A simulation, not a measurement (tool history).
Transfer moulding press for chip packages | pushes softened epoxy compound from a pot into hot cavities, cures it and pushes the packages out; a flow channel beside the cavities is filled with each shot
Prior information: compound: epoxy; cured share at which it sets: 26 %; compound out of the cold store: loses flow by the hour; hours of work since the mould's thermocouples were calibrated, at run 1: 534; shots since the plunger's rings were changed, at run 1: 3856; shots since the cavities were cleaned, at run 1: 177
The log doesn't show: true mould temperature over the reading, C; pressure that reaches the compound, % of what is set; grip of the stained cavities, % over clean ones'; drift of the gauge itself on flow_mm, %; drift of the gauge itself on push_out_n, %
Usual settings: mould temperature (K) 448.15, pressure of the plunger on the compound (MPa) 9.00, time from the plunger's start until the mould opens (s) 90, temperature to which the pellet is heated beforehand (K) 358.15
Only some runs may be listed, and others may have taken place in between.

run   hour  mould temperature (K)  pressure of the plunger on the compound (MPa)  time from the plunger's start until the mould opens (s)  temperature to which the pellet is heated beforehand (K)  hours of work since the mould's thermocouples were calibrated  shots since the plunger's rings were changed  shots since the cavities were cleaned  incoming compound's hours out of the cold store  length that the compound runs in the flow channel (mm)  greatest force on the pins that push the packages out (N)
  1    0.0                 448.15                                           9.00                                                       90                                                    358.15                                                            534                                          3856                                    177                                             15.2                                                     585                                                        426
      31.1  -- cavities cleaned with cleaning compound and waxed
  2   36.8                 448.15                                           9.00                                                       90                                                    358.15                                                            559                                          4378                                     85                                             12.0                                                     586                                                        380
  3   69.1                 448.15                                           9.00                                                       90                                                    358.15                                                            582                                          4856                                    563                                             17.7                                                     560                                                        487
      75.3  -- plunger's sealing rings changed
      76.8  -- cavities cleaned with cleaning compound and waxed
  4  107.6                 448.15                                           9.00                                                       90                                                    358.15                                                            606                                           455                                    455                                             23.6                                                     576                                                        478
     117.7  -- cavities cleaned with cleaning compound and waxed
  5  147.2                 448.15                                           9.00                                                       90                                                    358.15                                                            633                                          1019                                    436                                             25.1                                                     571                                                        475
     158.9  -- cavities cleaned with cleaning compound and waxed
  6  192.0                 448.15                                           9.00                                                       90                                                    358.15                                                            664                                          1660                                    490                                             15.4                                                     597                                                        496
     200.8  -- cavities cleaned with cleaning compound and waxed
  7  215.8                 448.15                                           9.00                                                       90                                                    358.15                                                            680                                          1991                                    223                                             33.6                                                     528                                                        428
     242.2  -- cavities cleaned with cleaning compound and waxed
  8  243.4                 448.15                                           9.00                                                       90                                                    358.15                                                            698                                          2376                                     17                                             36.7                                                     517                                                        347
  9  265.2                 448.15                                           9.00                                                       90                                                    358.15                                                            714                                          2699                                    340                                             47.2                                                     480                                                        455
     284.4  -- cavities cleaned with cleaning compound and waxed
 10  295.8                 448.15                                           9.00                                                      100                                                    358.15                                                            734                                          3130                                    168                                             27.5                                                     543                                                        371
     327.2  -- cavities cleaned with cleaning compound and waxed
 11  328.9                 448.15                                           9.00                                                       90                                                    358.15                                                            756                                          3598                                     26                                             34.2                                                     516                                                        345
 12  358.5                 448.15                                           9.00                                                       90                                                    358.15                                                            777                                          4037                                    465                                             27.7                                                     530                                                        487
     369.7  -- cavities cleaned with cleaning compound and waxed
 13  402.9                 448.15                                           9.00                                                       90                                                    358.15                                                            808                                          4671                                    492                                             18.5                                                     555                                                        500
     412.2  -- cavities cleaned with cleaning compound and waxed
     418.3  -- mould's thermocouples calibrated
     424.1  -- plunger's sealing rings changed
 14  440.4                 448.15                                           9.00                                                       90                                                    358.15                                                             14                                           241                                    350                                             37.2                                                     534                                                        486
     457.4  -- cavities cleaned with cleaning compound and waxed
 15  483.6                 448.15                                           9.00                                                       90                                                    358.15                                                             43                                           859                                    388                                             45.4                                                     499                                                        479
     497.4  -- cavities cleaned with cleaning compound and waxed
 16  528.5                 448.15                                           9.00                                                       92                                                    358.15                                                             74                                          1501                                    461                                             37.3                                                     524                                                        510
     537.9  -- cavities cleaned with cleaning compound and waxed
 17  576.0                 448.15                                           9.00                                                       92                                                    358.15                                                            106                                          2182                                    564                                             30.2                                                     537                                                        501
     581.8  -- cavities cleaned with cleaning compound and waxed
 18  599.9                 448.15                                           9.00                                                      101                                                    358.15                                                            122                                          2514                                    268                                             22.3                                                     566                                                        394
     621.7  -- cavities cleaned with cleaning compound and waxed
 19  621.9                 448.15                                           9.94                                                       78                                                    362.15                                                            137                                          2817                                      2                                              9.8                                                     642                                                        491
     663.5  -- cavities cleaned with cleaning compound and waxed
 20  672.7                 448.15                                           9.94                                                       78                                                    362.15                                                            172                                          3547                                    137                                             30.2                                                     556                                                        539

Predict the results of run 21:
     703.3  -- cavities cleaned with cleaning compound and waxed
 21  708.5                 448.15                                           9.94                                                       78                                                    362.15                                                            196                                          4055                                     77                                             27.8                                                       ?                                                          ?

{"run 21": {"length that the compound runs in the flow channel (mm)": 562, "greatest force on the pins that push the packages out (N)": 489}}
Without the tool's hidden state the same run would have given length that the compound runs in the flow channel (mm) 603, greatest force on the pins that push the packages out (N) 449.

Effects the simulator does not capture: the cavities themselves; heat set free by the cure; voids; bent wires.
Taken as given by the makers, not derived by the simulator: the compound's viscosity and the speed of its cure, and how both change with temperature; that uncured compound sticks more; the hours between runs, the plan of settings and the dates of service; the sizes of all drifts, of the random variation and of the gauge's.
